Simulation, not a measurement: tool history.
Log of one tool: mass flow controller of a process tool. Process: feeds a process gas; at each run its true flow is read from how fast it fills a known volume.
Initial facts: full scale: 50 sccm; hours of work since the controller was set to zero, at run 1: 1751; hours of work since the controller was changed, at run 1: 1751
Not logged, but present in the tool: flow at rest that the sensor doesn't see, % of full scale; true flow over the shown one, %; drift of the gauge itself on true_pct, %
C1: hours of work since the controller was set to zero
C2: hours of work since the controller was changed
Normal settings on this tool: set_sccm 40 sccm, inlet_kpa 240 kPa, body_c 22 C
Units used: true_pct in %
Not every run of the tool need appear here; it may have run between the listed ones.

run 1 hour=0 | set_sccm=40 inlet_kpa=240 body_c=22 | C1=1751 C2=1751 | true_pct=100.38
run 2 hour=130.8 | set_sccm=40 inlet_kpa=240 body_c=22 | C1=1801 C2=1801 | true_pct=100.41
run 3 hour=262.8 | set_sccm=40 inlet_kpa=240 body_c=22 | C1=1852 C2=1852 | true_pct=100.39
run 4 hour=459 | set_sccm=40 inlet_kpa=240 body_c=22 | C1=1926 C2=1926 | true_pct=100.39
run 5 hour=594.1 | set_sccm=40 inlet_kpa=240 body_c=22 | C1=1978 C2=1978 | true_pct=100.41
run 6 hour=749.5 | set_sccm=40 inlet_kpa=240 body_c=22 | C1=2037 C2=2037 | true_pct=100.42
run 7 hour=850.7 | set_sccm=40 inlet_kpa=240 body_c=22 | C1=2076 C2=2076 | true_pct=100.47
run 8 hour=1055.6 | set_sccm=40 inlet_kpa=240 body_c=22 | C1=2154 C2=2154 | true_pct=100.51
run 9 hour=1242.7 | set_sccm=7 inlet_kpa=240 body_c=22 | C1=2225 C2=2225 | true_pct=99.82
run 10 hour=1328.2 | set_sccm=40 inlet_kpa=270 body_c=22 | C1=2258 C2=2258 | true_pct=100.61
run 11 hour=1503.7 | set_sccm=19 inlet_kpa=227 body_c=33 | C1=2325 C2=2325 | true_pct=99.09
run 12 hour=1643.5 | set_sccm=19 inlet_kpa=227 body_c=33 | C1=2378 C2=2378 | true_pct=99.04
run 13 hour=1828.9 | set_sccm=42 inlet_kpa=227 body_c=33 | C1=2449 C2=2449 | true_pct=99.43
run 14 hour=2007.5 | set_sccm=42 inlet_kpa=227 body_c=33 | C1=2517 C2=2517 | true_pct=99.63
run 15 hour=2174.2 | set_sccm=11 inlet_kpa=252 body_c=22 | C1=2580 C2=2580 | true_pct=100.1
run 16 hour=2304.8 | set_sccm=20 inlet_kpa=220 body_c=28 | C1=2630 C2=2630 | true_pct=99.51
run 17 hour=2482.8 | set_sccm=40 inlet_kpa=232 body_c=22 | C1=2698 C2=2698 | true_pct=100.15
run 18 hour=2678.5 | set_sccm=40 inlet_kpa=232 body_c=20 | C1=2772 C2=2772 | true_pct=100.5

Each row is a separate what-if for the run after 18, all from the same tool condition, not one after another. Results?
run A hour=2884.9 | set_sccm=13 inlet_kpa=149 body_c=38 | C1=2851 C2=2851 | true_pct=?
run B hour=2884.9 | set_sccm=40 inlet_kpa=249 body_c=34 | C1=2851 C2=2851 | true_pct=?
run C hour=2884.9 | set_sccm=40 inlet_kpa=149 body_c=31 | C1=2851 C2=2851 | true_pct=?

run=A true_pct=98.02
run=B true_pct=99.53
run=C true_pct=98.98
With the hidden condition removed and each run's random variation left untouched, the same runs would have given:
run=A true_pct=98
run=B true_pct=99.53
run=C true_pct=98.98
